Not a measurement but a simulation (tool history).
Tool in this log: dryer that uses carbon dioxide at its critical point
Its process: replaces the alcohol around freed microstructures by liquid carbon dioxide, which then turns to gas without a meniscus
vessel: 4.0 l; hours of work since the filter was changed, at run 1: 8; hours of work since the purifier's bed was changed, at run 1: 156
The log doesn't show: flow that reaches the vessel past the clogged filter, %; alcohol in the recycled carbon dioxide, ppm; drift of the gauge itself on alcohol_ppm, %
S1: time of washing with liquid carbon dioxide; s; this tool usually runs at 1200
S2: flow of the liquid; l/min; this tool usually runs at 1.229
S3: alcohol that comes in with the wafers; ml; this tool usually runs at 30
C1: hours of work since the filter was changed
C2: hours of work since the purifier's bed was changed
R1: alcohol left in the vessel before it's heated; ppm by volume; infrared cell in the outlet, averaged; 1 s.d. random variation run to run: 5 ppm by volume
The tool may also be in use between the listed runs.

Run 1, hour 0: usual settings; C1 8; C2 156. Result: R1 72 ppm by volume.
Run 2, hour 11.2: usual settings; C1 13; C2 161. Result: R1 76 ppm by volume.
Run 3, hour 17.5: usual settings; C1 16; C2 164. Result: R1 71 ppm by volume.
Run 4, hour 26.6: usual settings; C1 19; C2 168. Result: R1 85 ppm by volume.
Run 5, hour 34.4: usual settings; C1 23; C2 171. Result: R1 70 ppm by volume.
Run 6, hour 40.9: usual settings; C1 26; C2 174. Result: R1 85 ppm by volume.
Run 7, hour 51.6: usual settings; C1 30; C2 179. Result: R1 78 ppm by volume.
Run 8, hour 59.9: usual settings but S2 1.98 l/min; C1 34; C2 182. Result: R1 36 ppm by volume.
Run 9, hour 71: usual settings but S2 1.98 l/min; C1 38; C2 187. Result: R1 52 ppm by volume.
Run 10, hour 81.2: usual settings but S1 1440 s; C1 43; C2 191. Result: R1 57 ppm by volume.
Run 11, hour 90.9: usual settings but S2 0.81 l/min; C1 47; C2 195. Result: R1 276 ppm by volume.
Run 12, hour 96.9: usual settings but S1 1560 s, S2 0.81 l/min; C1 49; C2 198. Result: R1 114 ppm by volume.

Expected results for the next run?
Run 13, hour 106.2: usual settings but S1 1560 s, S2 0.81 l/min; C1 53; C2 202. Result: R1 ?.

R1: 134 ppm by volume
With the hidden condition absent and the run-to-run variation left alone, this run would have shown R1 85 ppm by volume.
